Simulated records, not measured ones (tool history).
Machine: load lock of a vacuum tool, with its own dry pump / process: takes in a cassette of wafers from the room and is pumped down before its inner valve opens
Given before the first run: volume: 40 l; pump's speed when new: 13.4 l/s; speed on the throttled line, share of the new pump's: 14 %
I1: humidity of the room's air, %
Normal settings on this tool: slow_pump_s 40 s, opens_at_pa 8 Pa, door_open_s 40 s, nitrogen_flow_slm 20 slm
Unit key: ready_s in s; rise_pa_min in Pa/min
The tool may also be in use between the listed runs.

run 1 day=0 | slow_pump_s=40 opens_at_pa=8 door_open_s=40 nitrogen_flow_slm=20 | I1=45.9 | ready_s=63.9 rise_pa_min=0.092
run 2 day=4.442 | slow_pump_s=40 opens_at_pa=8 door_open_s=40 nitrogen_flow_slm=20 | I1=42.9 | ready_s=64 rise_pa_min=0.099
run 3 day=10.538 | slow_pump_s=40 opens_at_pa=8 door_open_s=40 nitrogen_flow_slm=20 | I1=45.3 | ready_s=63.5 rise_pa_min=0.108
run 4 day=16.025 | slow_pump_s=40 opens_at_pa=8 door_open_s=40 nitrogen_flow_slm=20 | I1=49.1 | ready_s=62.2 rise_pa_min=0.113
run 5 day=20.854 | slow_pump_s=40 opens_at_pa=8 door_open_s=40 nitrogen_flow_slm=20 | I1=43.7 | ready_s=62.7 rise_pa_min=0.112
run 6 day=24.329 | slow_pump_s=40 opens_at_pa=8 door_open_s=40 nitrogen_flow_slm=20 | I1=43.9 | ready_s=63.3 rise_pa_min=0.114
run 7 day=28.938 | slow_pump_s=40 opens_at_pa=10 door_open_s=40 nitrogen_flow_slm=20 | I1=42.8 | ready_s=62.3 rise_pa_min=0.123
run 8 day=32.217 | slow_pump_s=76 opens_at_pa=8 door_open_s=40 nitrogen_flow_slm=20 | I1=47.6 | ready_s=94.2 rise_pa_min=0.124
run 9 day=36.162 | slow_pump_s=76 opens_at_pa=8 door_open_s=40 nitrogen_flow_slm=20 | I1=43.6 | ready_s=94.1 rise_pa_min=0.134
run 10 day=41.2 | slow_pump_s=76 opens_at_pa=8 door_open_s=40 nitrogen_flow_slm=20 | I1=43.5 | ready_s=93.4 rise_pa_min=0.135
run 11 day=44.054 | slow_pump_s=40 opens_at_pa=8 door_open_s=40 nitrogen_flow_slm=20 | I1=46.8 | ready_s=62.9 rise_pa_min=0.139
run 12 day=47.892 | slow_pump_s=40 opens_at_pa=8 door_open_s=40 nitrogen_flow_slm=20 | I1=46.7 | ready_s=62.9 rise_pa_min=0.141
run 13 day=51.029 | slow_pump_s=44 opens_at_pa=8 door_open_s=40 nitrogen_flow_slm=20 | I1=43.2 | ready_s=66.2 rise_pa_min=0.144
run 14 day=55.6 | slow_pump_s=44 opens_at_pa=8 door_open_s=40 nitrogen_flow_slm=20 | I1=44.6 | ready_s=67.1 rise_pa_min=0.153
run 15 day=61.783 | slow_pump_s=44 opens_at_pa=8 door_open_s=40 nitrogen_flow_slm=20 | I1=43.9 | ready_s=67.5 rise_pa_min=0.158
run 16 day=64.929 | slow_pump_s=44 opens_at_pa=7 door_open_s=40 nitrogen_flow_slm=20 | I1=45.1 | ready_s=68 rise_pa_min=0.17
run 17 day=69.792 | slow_pump_s=36 opens_at_pa=7 door_open_s=40 nitrogen_flow_slm=20 | I1=44.8 | ready_s=60.5 rise_pa_min=0.165
run 18 day=75.842 | slow_pump_s=36 opens_at_pa=7 door_open_s=40 nitrogen_flow_slm=20 | I1=44.9 | ready_s=60.9 rise_pa_min=0.174
run 19 day=80.383 | slow_pump_s=39 opens_at_pa=7 door_open_s=29 nitrogen_flow_slm=20 | I1=42.2 | ready_s=62.8 rise_pa_min=0.181
run 20 day=83.833 | slow_pump_s=54 opens_at_pa=7 door_open_s=100 nitrogen_flow_slm=28 | I1=42.4 | ready_s=76.6 rise_pa_min=0.183
run 21 day=86.967 | slow_pump_s=50 opens_at_pa=7 door_open_s=100 nitrogen_flow_slm=28 | I1=44 | ready_s=72.7 rise_pa_min=0.198
run 22 day=92.288 | slow_pump_s=50 opens_at_pa=7 door_open_s=100 nitrogen_flow_slm=28 | I1=40.3 | ready_s=73 rise_pa_min=0.202
run 23 day=97.667 | slow_pump_s=50 opens_at_pa=7 door_open_s=100 nitrogen_flow_slm=28 | I1=46.7 | ready_s=72.4 rise_pa_min=0.212
run 24 day=103.683 | slow_pump_s=40 opens_at_pa=12 door_open_s=182 nitrogen_flow_slm=20 | I1=47.2 | ready_s=62.2 rise_pa_min=0.235
run 25 day=107.379 | slow_pump_s=70 opens_at_pa=8 door_open_s=40 nitrogen_flow_slm=19 | I1=44.4 | ready_s=89.2 rise_pa_min=0.222
run 26 day=112.771 | slow_pump_s=56 opens_at_pa=8 door_open_s=231 nitrogen_flow_slm=9 | I1=44.7 | ready_s=77.1 rise_pa_min=0.266
run 27 day=115.792 | slow_pump_s=40 opens_at_pa=8 door_open_s=35 nitrogen_flow_slm=26 | I1=43.2 | ready_s=63.9 rise_pa_min=0.232
run 28 day=118.562 | slow_pump_s=40 opens_at_pa=8 door_open_s=35 nitrogen_flow_slm=26 | I1=43.3 | ready_s=63.9 rise_pa_min=0.228
run 29 day=124.421 | slow_pump_s=65 opens_at_pa=13 door_open_s=40 nitrogen_flow_slm=23 | I1=45.6 | ready_s=83.4 rise_pa_min=0.246
run 30 day=127.058 | slow_pump_s=65 opens_at_pa=13 door_open_s=40 nitrogen_flow_slm=23 | I1=43.1 | ready_s=83.7 rise_pa_min=0.254
run 31 day=129.908 | slow_pump_s=61 opens_at_pa=8 door_open_s=70 nitrogen_flow_slm=20 | I1=45.5 | ready_s=82.2 rise_pa_min=0.259
run 32 day=135.371 | slow_pump_s=26 opens_at_pa=12 door_open_s=70 nitrogen_flow_slm=8 | I1=47.2 | ready_s=50.8 rise_pa_min=0.282
run 33 day=139.792 | slow_pump_s=26 opens_at_pa=12 door_open_s=70 nitrogen_flow_slm=8 | I1=43.5 | ready_s=50.3 rise_pa_min=0.286
run 34 day=143.775 | slow_pump_s=33 opens_at_pa=6 door_open_s=40 nitrogen_flow_slm=20 | I1=42.7 | ready_s=58.7 rise_pa_min=0.278
run 35 day=147.962 | slow_pump_s=40 opens_at_pa=6 door_open_s=228 nitrogen_flow_slm=6 | I1=45.2 | ready_s=64.6 rise_pa_min=0.325
run 36 day=151.812 | slow_pump_s=40 opens_at_pa=6 door_open_s=69 nitrogen_flow_slm=11 | I1=42.5 | ready_s=64.7 rise_pa_min=0.305

Here are 4 independent what-if runs from the current tool condition. What would each one return?
run A day=158.05 | slow_pump_s=33 opens_at_pa=8 door_open_s=146 nitrogen_flow_slm=5 | I1=46.5 | ready_s=? rise_pa_min=?
run B day=158.05 | slow_pump_s=40 opens_at_pa=10 door_open_s=38 nitrogen_flow_slm=31 | I1=46.3 | ready_s=? rise_pa_min=?
run C day=158.05 | slow_pump_s=49 opens_at_pa=10 door_open_s=30 nitrogen_flow_slm=11 | I1=45.2 | ready_s=? rise_pa_min=?
run D day=158.05 | slow_pump_s=40 opens_at_pa=9 door_open_s=27 nitrogen_flow_slm=6 | I1=47.5 | ready_s=? rise_pa_min=?

run=A ready_s=58 rise_pa_min=0.333
run=B ready_s=64.1 rise_pa_min=0.298
run=C ready_s=70.1 rise_pa_min=0.3
run=D ready_s=64.4 rise_pa_min=0.312
Take away the tool's hidden state, keep each run's random variation, and the runs would have read:
run=A ready_s=57 rise_pa_min=0.052
run=B ready_s=63.1 rise_pa_min=0.018
run=C ready_s=69.2 rise_pa_min=0.02
run=D ready_s=63.4 rise_pa_min=0.029
